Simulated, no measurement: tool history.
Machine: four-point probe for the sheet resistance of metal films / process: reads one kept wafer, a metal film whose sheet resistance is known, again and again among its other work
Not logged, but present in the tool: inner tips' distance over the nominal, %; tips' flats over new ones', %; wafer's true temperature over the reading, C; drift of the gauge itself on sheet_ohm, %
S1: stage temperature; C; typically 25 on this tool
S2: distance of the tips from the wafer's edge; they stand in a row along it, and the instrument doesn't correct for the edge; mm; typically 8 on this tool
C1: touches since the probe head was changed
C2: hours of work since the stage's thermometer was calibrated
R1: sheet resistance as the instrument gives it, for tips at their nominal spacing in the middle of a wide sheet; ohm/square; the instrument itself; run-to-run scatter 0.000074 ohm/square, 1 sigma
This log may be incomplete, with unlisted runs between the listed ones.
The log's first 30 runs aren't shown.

{"run": 31, "hour": 576.2, "S1": 23, "S2": 8, "C1": 73307, "C2": 815, "R1": 0.372028}
{"run": 32, "hour": 593.9, "S1": 23, "S2": 58, "C1": 73977, "C2": 826, "R1": 0.370768}
{"run": 33, "hour": 609.6, "S1": 20, "S2": 7, "C1": 74568, "C2": 835, "R1": 0.371172}
{"run": 34, "hour": 634.0, "S1": 31, "S2": 48, "C1": 75490, "C2": 850, "R1": 0.373981}
{"run": 35, "hour": 649.9, "S1": 18, "S2": 8, "C1": 76089, "C2": 859, "R1": 0.36998}
{"run": 36, "hour": 661.4, "S1": 26, "S2": 63, "C1": 76522, "C2": 866, "R1": 0.372044}
{"run": 37, "hour": 679.9, "S1": 26, "S2": 63, "C1": 77221, "C2": 877, "R1": 0.372232}
{"run": 38, "hour": 698.6, "S1": 26, "S2": 9, "C1": 77925, "C2": 888, "R1": 0.373113}
{"run": 39, "hour": 724.9, "S1": 35, "S2": 6, "C1": 78917, "C2": 904, "R1": 0.377728}
{"run": 40, "hour": 738.9, "S1": 24, "S2": 11, "C1": 79447, "C2": 912, "R1": 0.372023}
{"run": 41, "hour": 756.2, "S1": 24, "S2": 11, "C1": 80097, "C2": 922, "R1": 0.371981}
{"run": 42, "hour": 783.1, "S1": 26, "S2": 35, "C1": 81112, "C2": 938, "R1": 0.372311}
{"run": 43, "hour": 804.1, "S1": 21, "S2": 15, "C1": 81906, "C2": 951, "R1": 0.370605}
{"run": 44, "hour": 832.0, "S1": 20, "S2": 73, "C1": 82956, "C2": 967, "R1": 0.369932}
{"run": 45, "hour": 853.2, "S1": 28, "S2": 24, "C1": 83756, "C2": 980, "R1": 0.373253}
{"run": 46, "hour": 869.2, "S1": 28, "S2": 24, "C1": 84360, "C2": 989, "R1": 0.373301}

Each row is a separate what-if for the run after 46, all from the same tool condition, not one after another. Results?
{"run": "A", "hour": 894.8, "S1": 21, "S2": 6, "C1": 85327, "C2": 1005, "R1": "?"}
{"run": "B", "hour": 894.8, "S1": 27, "S2": 8, "C1": 85327, "C2": 1005, "R1": "?"}
{"run": "C", "hour": 894.8, "S1": 26, "S2": 10, "C1": 85327, "C2": 1005, "R1": "?"}

run=A R1=0.372802
run=B R1=0.374057
run=C R1=0.373278
The same runs, with their run-to-run variation unchanged, on a tool lacking any hidden condition would have given:
run=A R1=0.367167
run=B R1=0.368391
run=C R1=0.367625

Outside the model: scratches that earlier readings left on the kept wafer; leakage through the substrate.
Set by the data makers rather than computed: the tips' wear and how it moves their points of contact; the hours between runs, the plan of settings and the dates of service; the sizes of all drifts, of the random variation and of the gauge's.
